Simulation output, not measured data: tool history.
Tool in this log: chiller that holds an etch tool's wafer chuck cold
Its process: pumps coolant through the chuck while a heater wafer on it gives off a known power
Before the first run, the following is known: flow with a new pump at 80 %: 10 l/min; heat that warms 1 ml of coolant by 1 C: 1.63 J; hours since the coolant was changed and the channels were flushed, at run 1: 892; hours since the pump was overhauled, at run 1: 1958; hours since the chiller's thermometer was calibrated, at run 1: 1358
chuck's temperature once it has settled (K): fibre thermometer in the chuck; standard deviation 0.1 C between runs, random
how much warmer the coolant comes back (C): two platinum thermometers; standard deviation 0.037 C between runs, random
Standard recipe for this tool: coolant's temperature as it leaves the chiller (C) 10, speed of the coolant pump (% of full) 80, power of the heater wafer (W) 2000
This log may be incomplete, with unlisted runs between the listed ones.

run,hour,coolant's temperature as it leaves the chiller (C),speed of the coolant pump (% of full),power of the heater wafer (W),hours since the coolant was changed and the channels were flushed,hours since the pump was overhauled,hours since the chiller's thermometer was calibrated,chuck's temperature once it has settled (K),how much warmer the coolant comes back (C)
1,0.0,10,80,2000,892,1958,1358,302.25,7.62
2,79.7,10,80,2000,972,2038,1438,302.45,7.66
3,159.9,10,80,2000,1052,2118,1518,302.55,7.69
4,237.4,10,80,2000,1129,2196,1595,302.55,7.66
5,359.5,13,80,2000,1251,2318,1717,305.75,7.69
6,514.6,10,80,2000,1406,2473,1872,302.65,7.68
7,595.3,10,80,2000,1487,2554,1953,302.95,7.71
8,752.3,10,80,2000,1644,2711,2110,303.05,7.74
9,862.5,10,80,2000,1754,2821,2220,302.75,7.79
10,972.8,10,80,2000,1865,2931,2331,302.75,7.76
11,1080.1,10,93,2000,1972,3038,2438,301.05,6.74
12,1177.0,10,93,2000,2069,3135,2535,300.95,6.73
13,1331.9,10,93,2000,2224,3290,2690,301.25,6.71

For run 14, what comes out?
14,1460.7,10,93,2000,2353,3419,2819,?,?

chuck's temperature once it has settled (K): 301.35
how much warmer the coolant comes back (C): 6.78
With the hidden condition absent and the run-to-run variation left alone, this run would have shown chuck's temperature once it has settled (K) 300.05, how much warmer the coolant comes back (C) 6.39.

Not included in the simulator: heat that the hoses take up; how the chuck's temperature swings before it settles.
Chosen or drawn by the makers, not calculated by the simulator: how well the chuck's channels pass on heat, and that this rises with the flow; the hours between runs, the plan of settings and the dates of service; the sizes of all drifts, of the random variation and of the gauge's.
